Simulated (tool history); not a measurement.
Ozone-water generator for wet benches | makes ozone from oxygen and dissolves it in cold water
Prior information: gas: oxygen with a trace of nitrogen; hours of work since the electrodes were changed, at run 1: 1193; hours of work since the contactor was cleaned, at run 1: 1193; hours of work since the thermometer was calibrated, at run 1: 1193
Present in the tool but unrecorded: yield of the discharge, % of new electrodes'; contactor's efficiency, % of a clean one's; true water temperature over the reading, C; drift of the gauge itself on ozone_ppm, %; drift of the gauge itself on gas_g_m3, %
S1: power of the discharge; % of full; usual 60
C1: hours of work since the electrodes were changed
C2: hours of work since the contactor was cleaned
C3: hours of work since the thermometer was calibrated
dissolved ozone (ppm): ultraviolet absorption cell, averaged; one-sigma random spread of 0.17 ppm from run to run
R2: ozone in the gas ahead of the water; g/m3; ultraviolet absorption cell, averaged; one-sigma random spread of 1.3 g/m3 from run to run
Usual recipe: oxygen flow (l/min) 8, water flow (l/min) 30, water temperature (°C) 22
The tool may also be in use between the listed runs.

run 1 day=0 | S1=60 oxygen_flow_(l/min)=8 water_flow_(l/min)=30 water_temperature_(°C)=22 | C1=1193 C2=1193 C3=1193 | dissolved_ozone_(ppm)=22.4 R2=243.7
run 2 day=1.196 | S1=60 oxygen_flow_(l/min)=8 water_flow_(l/min)=30 water_temperature_(°C)=22 | C1=1215 C2=1215 C3=1215 | dissolved_ozone_(ppm)=22.9 R2=243.6
run 3 day=2.862 | S1=60 oxygen_flow_(l/min)=8 water_flow_(l/min)=30 water_temperature_(°C)=22 | C1=1246 C2=1246 C3=1246 | dissolved_ozone_(ppm)=22.6 R2=245.9
run 4 day=4.046 | S1=60 oxygen_flow_(l/min)=8 water_flow_(l/min)=30 water_temperature_(°C)=22 | C1=1268 C2=1268 C3=1268 | dissolved_ozone_(ppm)=22.6 R2=244.3
run 5 day=5.2 | S1=60 oxygen_flow_(l/min)=13.99 water_flow_(l/min)=30 water_temperature_(°C)=22 | C1=1289 C2=1289 C3=1289 | dissolved_ozone_(ppm)=23.4 R2=200.5
run 6 day=6.95 | S1=60 oxygen_flow_(l/min)=8 water_flow_(l/min)=30 water_temperature_(°C)=22 | C1=1322 C2=1322 C3=1322 | dissolved_ozone_(ppm)=22.4 R2=243.9
run 7 day=8.117 | S1=60 oxygen_flow_(l/min)=8 water_flow_(l/min)=30 water_temperature_(°C)=22 | C1=1344 C2=1344 C3=1344 | dissolved_ozone_(ppm)=22.3 R2=244.4
run 8 day=9.675 | S1=60 oxygen_flow_(l/min)=8 water_flow_(l/min)=30 water_temperature_(°C)=22 | C1=1373 C2=1373 C3=1373 | dissolved_ozone_(ppm)=22.7 R2=239.3
run 9 day=10.821 | S1=60 oxygen_flow_(l/min)=8 water_flow_(l/min)=30 water_temperature_(°C)=22 | C1=1394 C2=1394 C3=1394 | dissolved_ozone_(ppm)=22.7 R2=244.4
run 10 day=12.512 | S1=60 oxygen_flow_(l/min)=8 water_flow_(l/min)=30 water_temperature_(°C)=22 | C1=1425 C2=1425 C3=1425 | dissolved_ozone_(ppm)=22.9 R2=242.6
run 11 day=13.338 | S1=76 oxygen_flow_(l/min)=8 water_flow_(l/min)=39 water_temperature_(°C)=20 | C1=1441 C2=1441 C3=1441 | dissolved_ozone_(ppm)=22 R2=286
run 12 day=15.242 | S1=76 oxygen_flow_(l/min)=8 water_flow_(l/min)=39 water_temperature_(°C)=20 | C1=1476 C2=1476 C3=1476 | dissolved_ozone_(ppm)=22.2 R2=279.1
run 13 day=16.488 | S1=77 oxygen_flow_(l/min)=8 water_flow_(l/min)=39 water_temperature_(°C)=16 | C1=1499 C2=1499 C3=1499 | dissolved_ozone_(ppm)=23.2 R2=286.3
run 14 day=17.8 | S1=77 oxygen_flow_(l/min)=8 water_flow_(l/min)=39 water_temperature_(°C)=16 | C1=1524 C2=1524 C3=1524 | dissolved_ozone_(ppm)=23.1 R2=285.3
run 15 day=19.575 | S1=77 oxygen_flow_(l/min)=8 water_flow_(l/min)=39 water_temperature_(°C)=16 | C1=1557 C2=1557 C3=1557 | dissolved_ozone_(ppm)=23.1 R2=282.4
run 16 day=20.517 | S1=77 oxygen_flow_(l/min)=7.79 water_flow_(l/min)=32 water_temperature_(°C)=14 | C1=1574 C2=1574 C3=1574 | dissolved_ozone_(ppm)=28 R2=286.5
run 17 day=21.688 | S1=60 oxygen_flow_(l/min)=8 water_flow_(l/min)=22 water_temperature_(°C)=22 | C1=1596 C2=1596 C3=1596 | dissolved_ozone_(ppm)=28.2 R2=238.7
run 18 day=23.338 | S1=60 oxygen_flow_(l/min)=8 water_flow_(l/min)=29 water_temperature_(°C)=26 | C1=1627 C2=1627 C3=1627 | dissolved_ozone_(ppm)=21.4 R2=241.9
run 19 day=25.254 | S1=60 oxygen_flow_(l/min)=8 water_flow_(l/min)=29 water_temperature_(°C)=26 | C1=1662 C2=1662 C3=1662 | dissolved_ozone_(ppm)=21.8 R2=240.6

Measured result minus the same run's result without the hidden state. Both carry the same run-to-run variation, though not necessarily the same gauge scatter:
run=1 R2=-0.1
run=2 R2=-0.4
run=3 R2=-0.7
run=4 R2=-1
run=5 R2=-1
run=6 R2=-1.6
run=7 R2=-1.8
run=8 R2=-2.1
run=9 R2=-2.4
run=10 R2=-2.7
run=11 R2=-3.4
run=12 R2=-3.9
run=13 R2=-4.3
run=14 R2=-4.6
run=15 R2=-5
run=16 R2=-5.3
run=17 R2=-4.7
run=18 R2=-5.1
run=19 R2=-5.5
For dissolved ozone (ppm), the difference is zero in each run.
